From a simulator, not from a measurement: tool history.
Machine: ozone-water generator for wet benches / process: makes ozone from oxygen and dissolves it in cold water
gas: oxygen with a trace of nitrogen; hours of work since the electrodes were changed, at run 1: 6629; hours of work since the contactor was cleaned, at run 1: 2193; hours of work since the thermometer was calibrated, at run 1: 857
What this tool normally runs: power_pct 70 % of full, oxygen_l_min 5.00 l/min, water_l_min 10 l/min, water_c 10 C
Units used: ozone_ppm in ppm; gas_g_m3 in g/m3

run,hour,power_pct,oxygen_l_min,water_l_min,water_c,hours of work since the electrodes were changed,hours of work since the contactor was cleaned,hours of work since the thermometer was calibrated,ozone_ppm,gas_g_m3
1,0.0,70,5.00,10,10,6629,2193,857,31.3,168.7
2,186.0,70,5.00,10,10,6797,2360,1024,31.5,168.6
3,295.6,70,5.00,10,10,6895,2459,1123,31.6,168.5
4,400.8,70,5.00,10,10,6990,2554,1218,31.7,167.0
5,520.0,70,5.00,10,10,7097,2661,1325,31.7,169.2
6,718.2,70,5.00,11,10,7276,2840,1504,29.5,167.5
7,858.0,70,5.00,10,6,7402,2966,1630,33.8,170.0
8,986.2,70,5.00,10,6,7518,3081,1745,34.4,169.2
9,1152.8,70,5.00,10,6,7668,3231,1896,34.2,169.5
10,1249.0,70,5.00,10,6,7754,3318,1982,33.9,168.2
11,1419.9,63,5.00,10,6,7908,3472,2136,31.6,159.3
12,1618.5,63,5.00,10,6,8087,3651,2315,31.7,159.5
13,1746.0,70,5.00,10,10,8202,3766,2430,31.2,169.7
# hour 1868.3: water thermometer calibrated
14,1883.8,70,5.00,10,10,8326,3890,14,31.8,169.6
15,2081.3,70,5.00,10,10,8504,4068,192,31.9,169.6
16,2279.8,70,5.00,10,10,8683,4246,371,31.7,170.3
17,2398.9,68,3.58,6,10,8790,4354,478,42.5,192.4
18,2594.7,70,8.64,10,10,8966,4530,655,30.7,134.1
19,2720.0,70,8.64,10,10,9079,4643,767,30.5,132.9
20,2808.3,40,8.16,10,9,9159,4723,847,22.0,96.4
21,2923.2,40,8.16,10,9,9262,4826,950,21.8,95.6
22,3111.5,70,5.00,10,18,9432,4996,1120,27.0,171.7
23,3233.6,70,5.10,10,18,9542,5106,1230,26.7,170.7
24,3325.5,70,5.00,11,10,9625,5189,1313,29.8,172.7
25,3486.5,70,4.01,11,10,9770,5334,1458,29.3,186.7
26,3616.6,70,4.01,11,10,9887,5451,1575,29.2,190.1
27,3783.4,90,4.33,11,10,10038,5601,1726,34.3,215.0
28,3970.4,90,4.33,14,14,10206,5770,1894,26.8,215.1

Each row is a separate what-if for the run after 28, all from the same tool condition, not one after another. Results?
# hour 4010.7: electrodes of the discharge changed
A,4114.9,70,5.00,8,10,94,5895,2019,?,?
# hour 4010.7: electrodes of the discharge changed
B,4114.9,70,5.00,14,10,94,5895,2019,?,?
# hour 4010.7: electrodes of the discharge changed
C,4114.9,90,4.33,10,14,94,5895,2019,?,?

run,ozone_ppm,gas_g_m3
A,36.7,171.7
B,24.8,172.4
C,34.4,216.3
Without the tool's hidden state the same runs would have given:
run,ozone_ppm,gas_g_m3
A,36.7,167.4
B,24.9,168.2
C,34.5,211.0
